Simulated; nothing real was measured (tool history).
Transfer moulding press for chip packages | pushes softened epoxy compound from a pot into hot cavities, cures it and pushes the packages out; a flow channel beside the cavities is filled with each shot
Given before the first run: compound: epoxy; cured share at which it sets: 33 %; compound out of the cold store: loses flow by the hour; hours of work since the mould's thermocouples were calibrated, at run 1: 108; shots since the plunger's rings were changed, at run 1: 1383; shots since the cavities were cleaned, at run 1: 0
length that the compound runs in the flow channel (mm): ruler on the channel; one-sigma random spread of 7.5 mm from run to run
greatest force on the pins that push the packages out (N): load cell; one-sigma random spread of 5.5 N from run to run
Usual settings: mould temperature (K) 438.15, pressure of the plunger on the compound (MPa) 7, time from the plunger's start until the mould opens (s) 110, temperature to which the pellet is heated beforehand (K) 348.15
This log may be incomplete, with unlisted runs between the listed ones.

run   hour  mould temperature (K)  pressure of the plunger on the compound (MPa)  time from the plunger's start until the mould opens (s)  temperature to which the pellet is heated beforehand (K)  hours of work since the mould's thermocouples were calibrated  shots since the plunger's rings were changed  shots since the cavities were cleaned  incoming compound's hours out of the cold store  length that the compound runs in the flow channel (mm)  greatest force on the pins that push the packages out (N)
  1      0                 438.15                                              7                                                      110                                                    348.15                                                            108                                          1383                                      0                                             39.4                                                     866                                                        190
  2   10.7                 438.15                                           7.35                                                      110                                                    348.15                                                            114                                          1474                                     91                                             18.7                                                     924                                                        187
  3   21.2                 438.15                                              7                                                      110                                                    348.15                                                            119                                          1563                                    180                                             34.2                                                     879                                                        184
  4   39.2                 438.15                                              7                                                      110                                                    356.15                                                            128                                          1715                                    332                                             36.9                                                     880                                                        190
  5   51.6                 438.15                                              7                                                      110                                                    356.15                                                            135                                          1820                                    437                                             39.8                                                     862                                                        186
  6   70.3                 438.15                                           8.01                                                      110                                                    348.15                                                            144                                          1978                                    595                                               23                                                     968                                                        185
  7   80.6                 438.15                                              7                                                      144                                                    348.15                                                            150                                          2066                                    683                                             37.6                                                     879                                                        187
  8   91.7                 438.15                                              7                                                      110                                                    348.15                                                            155                                          2159                                    776                                             47.8                                                     850                                                        182
  9  110.9                 438.15                                           8.59                                                      110                                                    348.15                                                            165                                          2322                                    939                                             46.9                                                     925                                                        192
     122.5  -- cavities cleaned with cleaning compound and waxed
 10  127.6                 438.15                                              7                                                      110                                                    348.15                                                            173                                          2450                                     43                                             15.5                                                     924                                                        200
 11  137.4                 438.15                                              7                                                      134                                                    348.15                                                            178                                          2533                                    126                                             38.7                                                     876                                                        176
 12  149.2                 438.15                                              7                                                      134                                                    348.15                                                            184                                          2633                                    226                                             20.8                                                     907                                                        176
 13  164.2                 438.15                                              7                                                      134                                                    348.15                                                            192                                          2760                                    353                                             23.5                                                     904                                                        179
 14  178.2                 438.15                                              7                                                      134                                                    342.15                                                            199                                          2878                                    471                                               35                                                     873                                                        176
 15  188.7                 433.15                                              7                                                      134                                                    342.15                                                            204                                          2967                                    560                                             36.2                                                     890                                                        185
 16  208.8                 438.15                                           5.66                                                      105                                                    348.15                                                            215                                          3137                                    730                                             47.8                                                     773                                                        199
 17  223.6                 438.15                                           6.86                                                      105                                                    347.15                                                            222                                          3262                                    855                                             20.5                                                     902                                                        194
 18  241.8                 439.15                                           7.63                                                      146                                                    349.15                                                            232                                          3417                                   1010                                             23.6                                                     924                                                        173
     244.7  -- cavities cleaned with cleaning compound and waxed
 19  255.8                 439.15                                           6.57                                                      146                                                    344.15                                                            238                                          3522                                     94                                             10.7                                                     896                                                        173
 20  268.6                 439.15                                           6.57                                                      146                                                    346.15                                                            245                                          3631                                    203                                               10                                                     892                                                        183
 21  282.9                 437.15                                              7                                                      125                                                    348.15                                                            252                                          3751                                    323                                              9.3                                                     934                                                        189
 22  293.4                 438.15                                              7                                                      110                                                    354.15                                                            258                                          3840                                    412                                             10.8                                                     911                                                        185
 23  315.6                 430.15                                              7                                                      110                                                    348.15                                                            269                                          4029                                    601                                             39.8                                                     901                                                        275
 24  329.2                 430.15                                              7                                                      110                                                    348.15                                                            276                                          4144                                    716                                             33.9                                                     906                                                        276
 25  344.8                 439.15                                              7                                                      110                                                    348.15                                                            284                                          4276                                    848                                               10                                                     929                                                        178
 26    356                 438.15                                           5.64                                                      110                                                    348.15                                                            290                                          4370                                    942                                             25.6                                                     804                                                        195
     367.1  -- cavities cleaned with cleaning compound and waxed
 27  379.3                 434.15                                           5.57                                                      114                                                    357.15                                                            301                                          4554                                    103                                             12.9                                                     841                                                        213
 28  398.7                 441.15                                           8.14                                                      114                                                    348.15                                                            311                                          4719                                    268                                             43.5                                                     913                                                        182

Below are 5 alternative next runs, each starting from the tool's condition after run 28. Predict each:
  A  410.4                 440.15                                           5.93                                                      110                                                    344.15                                                            317                                          4818                                    367                                              9.8                                                       ?                                                          ?
  B  410.4                 441.15                                           5.58                                                      114                                                    346.15                                                            317                                          4818                                    367                                             30.4                                                       ?                                                          ?
  C  410.4                 440.15                                           8.14                                                      120                                                    348.15                                                            317                                          4818                                    367                                             31.7                                                       ?                                                          ?
  D  410.4                 441.15                                           8.14                                                      129                                                    348.15                                                            317                                          4818                                    367                                             11.3                                                       ?                                                          ?
  E  410.4                 438.15                                              7                                                      110                                                    352.15                                                            317                                          4818                                    367                                             22.9                                                       ?                                                          ?

run  length that the compound runs in the flow channel (mm)  greatest force on the pins that push the packages out (N)
  A                                                     850                                                        194
  B                                                     776                                                        184
  C                                                     926                                                        174
  D                                                     976                                                        174
  E                                                     895                                                        189
Without the tool's unlogged condition, the same runs would have read:
run  length that the compound runs in the flow channel (mm)  greatest force on the pins that push the packages out (N)
  A                                                     851                                                        193
  B                                                     777                                                        183
  C                                                     927                                                        173
  D                                                     977                                                        173
  E                                                     896                                                        188
